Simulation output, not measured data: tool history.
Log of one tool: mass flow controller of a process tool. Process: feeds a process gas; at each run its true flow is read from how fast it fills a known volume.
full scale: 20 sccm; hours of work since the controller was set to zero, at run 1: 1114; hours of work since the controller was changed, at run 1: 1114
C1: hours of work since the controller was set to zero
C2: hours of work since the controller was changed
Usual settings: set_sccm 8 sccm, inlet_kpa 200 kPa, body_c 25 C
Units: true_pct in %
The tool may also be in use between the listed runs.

run 1 day=0 | set_sccm=8 inlet_kpa=200 body_c=25 | C1=1114 C2=1114 | true_pct=98.35
run 2 day=2.525 | set_sccm=8 inlet_kpa=200 body_c=25 | C1=1136 C2=1136 | true_pct=98.3
run 3 day=7.2 | set_sccm=8 inlet_kpa=200 body_c=25 | C1=1177 C2=1177 | true_pct=98.28
run 4 day=11.954 | set_sccm=8 inlet_kpa=200 body_c=25 | C1=1218 C2=1218 | true_pct=98.23
run 5 day=16.054 | set_sccm=8 inlet_kpa=141 body_c=25 | C1=1254 C2=1254 | true_pct=98.53
run 6 day=20.108 | set_sccm=8 inlet_kpa=141 body_c=25 | C1=1290 C2=1290 | true_pct=98.55
run 7 day=24.929 | set_sccm=8 inlet_kpa=141 body_c=25 | C1=1332 C2=1332 | true_pct=98.46
run 8 day=29.992 | set_sccm=8 inlet_kpa=141 body_c=25 | C1=1376 C2=1376 | true_pct=98.64
run 9 day=33.162 | set_sccm=8 inlet_kpa=141 body_c=25 | C1=1404 C2=1404 | true_pct=98.57
run 10 day=35.812 | set_sccm=8 inlet_kpa=200 body_c=25 | C1=1427 C2=1427 | true_pct=98.28
run 11 day=39.871 | set_sccm=8 inlet_kpa=200 body_c=25 | C1=1462 C2=1462 | true_pct=98.19
run 12 day=44.196 | set_sccm=8 inlet_kpa=145 body_c=25 | C1=1500 C2=1500 | true_pct=98.5
run 13 day=47.892 | set_sccm=8 inlet_kpa=145 body_c=25 | C1=1533 C2=1533 | true_pct=98.52
run 14 day=50.054 | set_sccm=8 inlet_kpa=265 body_c=25 | C1=1552 C2=1552 | true_pct=98.08
run 15 day=53.808 | set_sccm=8 inlet_kpa=200 body_c=25 | C1=1584 C2=1584 | true_pct=98.22
run 16 day=57.192 | set_sccm=8 inlet_kpa=200 body_c=25 | C1=1614 C2=1614 | true_pct=98.27
run 17 day=59.579 | set_sccm=8 inlet_kpa=200 body_c=20 | C1=1635 C2=1635 | true_pct=97.65
run 18 day=62.833 | set_sccm=4 inlet_kpa=200 body_c=25 | C1=1663 C2=1663 | true_pct=98.05
run 19 day=66.496 | set_sccm=4 inlet_kpa=200 body_c=25 | C1=1695 C2=1695 | true_pct=98.16
run 20 day=70.129 | set_sccm=4 inlet_kpa=200 body_c=25 | C1=1727 C2=1727 | true_pct=98.12
run 21 day=73.071 | set_sccm=4 inlet_kpa=200 body_c=25 | C1=1753 C2=1753 | true_pct=98.03
run 22 day=77.846 | set_sccm=8 inlet_kpa=200 body_c=34 | C1=1795 C2=1795 | true_pct=99.05
run 23 day=81.667 | set_sccm=8 inlet_kpa=200 body_c=25 | C1=1828 C2=1828 | true_pct=98.2
run 24 day=84.8 | set_sccm=8 inlet_kpa=200 body_c=25 | C1=1855 C2=1855 | true_pct=98.23
run 25 day=87.2 | set_sccm=8 inlet_kpa=200 body_c=28 | C1=1876 C2=1876 | true_pct=98.54
-- day=87.5 controller's zero set anew
run 26 day=90.633 | set_sccm=10 inlet_kpa=231 body_c=38 | C1=27 C2=1906 | true_pct=99.66
run 27 day=95.346 | set_sccm=4 inlet_kpa=248 body_c=30 | C1=69 C2=1947 | true_pct=98.9
run 28 day=100.183 | set_sccm=12 inlet_kpa=248 body_c=30 | C1=111 C2=1990 | true_pct=99.05
-- day=100.538 controller's zero set anew, once more
run 29 day=102.738 | set_sccm=8 inlet_kpa=195 body_c=39 | C1=19 C2=2012 | true_pct=99.18
run 30 day=107.658 | set_sccm=8 inlet_kpa=162 body_c=35 | C1=62 C2=2055 | true_pct=98.9
run 31 day=111.625 | set_sccm=4 inlet_kpa=140 body_c=25 | C1=97 C2=2090 | true_pct=97.43
run 32 day=115.308 | set_sccm=4 inlet_kpa=245 body_c=33 | C1=129 C2=2122 | true_pct=97.87
run 33 day=119.683 | set_sccm=4 inlet_kpa=245 body_c=33 | C1=167 C2=2160 | true_pct=97.87
run 34 day=124.3 | set_sccm=2 inlet_kpa=205 body_c=32 | C1=208 C2=2200 | true_pct=97.85
run 35 day=127.812 | set_sccm=2 inlet_kpa=205 body_c=32 | C1=238 C2=2231 | true_pct=97.85
run 36 day=131.992 | set_sccm=10 inlet_kpa=248 body_c=36 | C1=275 C2=2268 | true_pct=98.92
run 37 day=136.375 | set_sccm=8 inlet_kpa=224 body_c=34 | C1=313 C2=2306 | true_pct=98.57
run 38 day=140.05 | set_sccm=8 inlet_kpa=200 body_c=25 | C1=345 C2=2338 | true_pct=97.65
run 39 day=144.812 | set_sccm=17 inlet_kpa=166 body_c=25 | C1=387 C2=2380 | true_pct=98.92
run 40 day=148.512 | set_sccm=17 inlet_kpa=166 body_c=25 | C1=419 C2=2412 | true_pct=98.97
run 41 day=152.004 | set_sccm=15 inlet_kpa=248 body_c=20 | C1=450 C2=2443 | true_pct=97.85
run 42 day=154.979 | set_sccm=8 inlet_kpa=227 body_c=30 | C1=476 C2=2469 | true_pct=98.09
run 43 day=158.738 | set_sccm=7 inlet_kpa=174 body_c=26 | C1=509 C2=2502 | true_pct=97.74
run 44 day=162.25 | set_sccm=5 inlet_kpa=200 body_c=25 | C1=540 C2=2532 | true_pct=97.42
run 45 day=166.738 | set_sccm=16 inlet_kpa=208 body_c=25 | C1=579 C2=2571 | true_pct=98.65
run 46 day=170.129 | set_sccm=3 inlet_kpa=208 body_c=23 | C1=609 C2=2601 | true_pct=97.05
run 47 day=172.779 | set_sccm=17 inlet_kpa=244 body_c=27 | C1=632 C2=2624 | true_pct=98.91
run 48 day=175.8 | set_sccm=17 inlet_kpa=244 body_c=27 | C1=658 C2=2651 | true_pct=98.76

Hidden state or all else? Some run-to-run changes of true_pct, split into what the settings, what came in and random variation would give without the hidden state, and what is left for the hidden state (with any gauge scatter that isn't in both results):
The hidden state here: flow at rest that the sensor doesn't see, % of full scale; true flow over the shown one, %; drift of the gauge itself on true_pct, %.
Run 21 -> 22: set_sccm 4 -> 8, body_c 25 -> 34. true_pct +1.02 %: hidden state -0.46, all else +1.48.
Run 26 -> 27: set_sccm 10 -> 4, inlet_kpa 231 -> 248, body_c 38 -> 30. true_pct -0.76 %: hidden state +0.78, all else -1.54.
Run 27 -> 28: set_sccm 4 -> 12. true_pct +0.15 %: hidden state -0.88, all else +1.03.
Run 30 -> 31: set_sccm 8 -> 4, inlet_kpa 162 -> 140, body_c 35 -> 25. true_pct -1.47 %: hidden state +0.04, all else -1.51.
Run 45 -> 46: set_sccm 16 -> 3, body_c 25 -> 23. true_pct -1.6 %: hidden state +0.37, all else -1.97.
Run 46 -> 47: set_sccm 3 -> 17, inlet_kpa 208 -> 244, body_c 23 -> 27. true_pct +1.86 %: hidden state -0.39, all else +2.25.
